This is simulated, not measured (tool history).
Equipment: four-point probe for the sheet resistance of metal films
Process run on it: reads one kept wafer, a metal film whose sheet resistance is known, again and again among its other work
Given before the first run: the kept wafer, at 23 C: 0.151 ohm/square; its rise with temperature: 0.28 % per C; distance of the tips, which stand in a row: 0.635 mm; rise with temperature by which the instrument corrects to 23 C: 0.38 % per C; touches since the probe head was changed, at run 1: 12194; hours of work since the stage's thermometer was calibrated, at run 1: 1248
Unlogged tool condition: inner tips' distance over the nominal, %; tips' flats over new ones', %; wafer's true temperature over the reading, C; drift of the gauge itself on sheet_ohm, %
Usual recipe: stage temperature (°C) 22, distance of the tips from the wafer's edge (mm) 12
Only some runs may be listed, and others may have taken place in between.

run    hour  stage temperature (°C)  distance of the tips from the wafer's edge (mm)  touches since the probe head was changed  hours of work since the stage's thermometer was calibrated  sheet resistance as the instrument gives it (ohm/square)
  1       0                      22                                               12                                     12194                                                        1248                                                  0.151854
  2    16.8                      22                                               47                                     12534                                                        1256                                                  0.151563
  3    50.5                      22                                               12                                     13214                                                        1271                                                  0.151828
  4    89.2                      22                                               12                                     13993                                                        1289                                                  0.151761
  5   110.2                      22                                               12                                     14417                                                        1298                                                  0.151806
  6   131.3                      23                                               12                                     14842                                                        1308                                                    0.1516
  7   157.8                      29                                               12                                     15378                                                        1320                                                  0.150768
  8   176.5                      29                                               12                                     15754                                                        1328                                                  0.150788
  9   208.8                      29                                               12                                     16406                                                        1343                                                  0.150748
 10   241.6                      29                                               12                                     17068                                                        1358                                                  0.150825
 11   262.2                      29                                               12                                     17483                                                        1367                                                  0.150757
 12   296.7                      29                                               12                                     18179                                                        1383                                                  0.150753
 13   336.9                      22                                               10                                     18990                                                        1401                                                   0.15187
 14     374                      22                                               10                                     19739                                                        1418                                                  0.151846
 15     404                      22                                               10                                     20345                                                        1431                                                  0.151915
 16   435.2                      22                                               10                                     20973                                                        1445                                                  0.151808
 17   452.4                      22                                               10                                     21321                                                        1453                                                  0.151827
 18   477.4                      22                                               10                                     21824                                                        1465                                                  0.151782
 19   514.7                      22                                               10                                     22577                                                        1481                                                  0.151792
 20   544.2                      22                                               10                                     23173                                                        1495                                                  0.151796
 21     577                      22                                               10                                     23834                                                        1510                                                  0.151796
 22   601.1                      22                                               10                                     24320                                                        1521                                                  0.151753
 23   640.2                      28                                               35                                     25110                                                        1538                                                  0.150548
 24   660.2                      28                                               35                                     25513                                                        1547                                                   0.15064
 25   689.9                      22                                                7                                     26112                                                        1561                                                  0.152124
 26   716.3                      18                                                7                                     26645                                                        1573                                                  0.152727
 27   749.4                      26                                                9                                     27312                                                        1588                                                  0.151281
 28     774                      26                                                9                                     27809                                                        1599                                                  0.151256
        778  -- stage's thermometer calibrated
 29   811.3                      26                                                9                                     28551                                                          15                                                  0.151147
 30   827.8                      26                                               29                                     28884                                                          23                                                  0.150767
      855.5  -- stage's thermometer calibrated, once more
 31   856.2                      26                                               29                                     29446                                                           0                                                  0.151064
 32   893.1                      19                                               29                                     30190                                                          17                                                  0.152042
 33   917.8                      26                                                6                                     30690                                                          28                                                  0.151928
 34   934.2                      35                                                4                                     31020                                                          36                                                  0.151722
 35   956.6                      29                                               30                                     31471                                                          46                                                  0.150581
 36   981.4                      34                                               55                                     31973                                                          57                                                  0.149862
 37  1003.3                      21                                                7                                     32414                                                          67                                                   0.15238
 38  1038.2                      18                                               39                                     33117                                                          83                                                  0.152206
 39  1076.2                      20                                               14                                     33885                                                         100                                                  0.152037
 40  1094.2                      20                                               14                                     34249                                                         108                                                  0.151979
 41  1131.9                      20                                               14                                     35008                                                         125                                                  0.152019
 42  1155.6                      26                                               29                                     35486                                                         136                                                  0.150938
 43  1194.5                      24                                                4                                     36271                                                         153                                                  0.153188
 44  1215.4                      21                                               61                                     36693                                                         163                                                  0.151611

Hidden state or all else? Some run-to-run changes of sheet resistance as the instrument gives it (ohm/square), split into what the settings, what came in and random variation would give without the hidden state, and what is left for the hidden state (with any gauge scatter that isn't in both results):
Run 3 -> 4: settings left as they were, no log entry in between. sheet resistance as the instrument gives it (ohm/square) -0.000067: hidden state -0.000011, all else -0.000056.
Run 28 -> 29: stage's thermometer calibrated. sheet resistance as the instrument gives it (ohm/square) -0.000109: hidden state -0.000078, all else -0.000031.
Run 30 -> 31: stage's thermometer calibrated, once more. sheet resistance as the instrument gives it (ohm/square) +0.000297: hidden state +0.000268, all else +0.000029.
Run 36 -> 37: stage temperature (°C) 34 -> 21, distance of the tips from the wafer's edge (mm) 55 -> 7. sheet resistance as the instrument gives it (ohm/square) +0.002518: hidden state +0.000001, all else +0.002517.
Run 42 -> 43: stage temperature (°C) 26 -> 24, distance of the tips from the wafer's edge (mm) 29 -> 4. sheet resistance as the instrument gives it (ohm/square) +0.00225: hidden state -0.000006, all else +0.002256.
Run 43 -> 44: stage temperature (°C) 24 -> 21, distance of the tips from the wafer's edge (mm) 4 -> 61. sheet resistance as the instrument gives it (ohm/square) -0.001577: hidden state -0.000009, all else -0.001568.
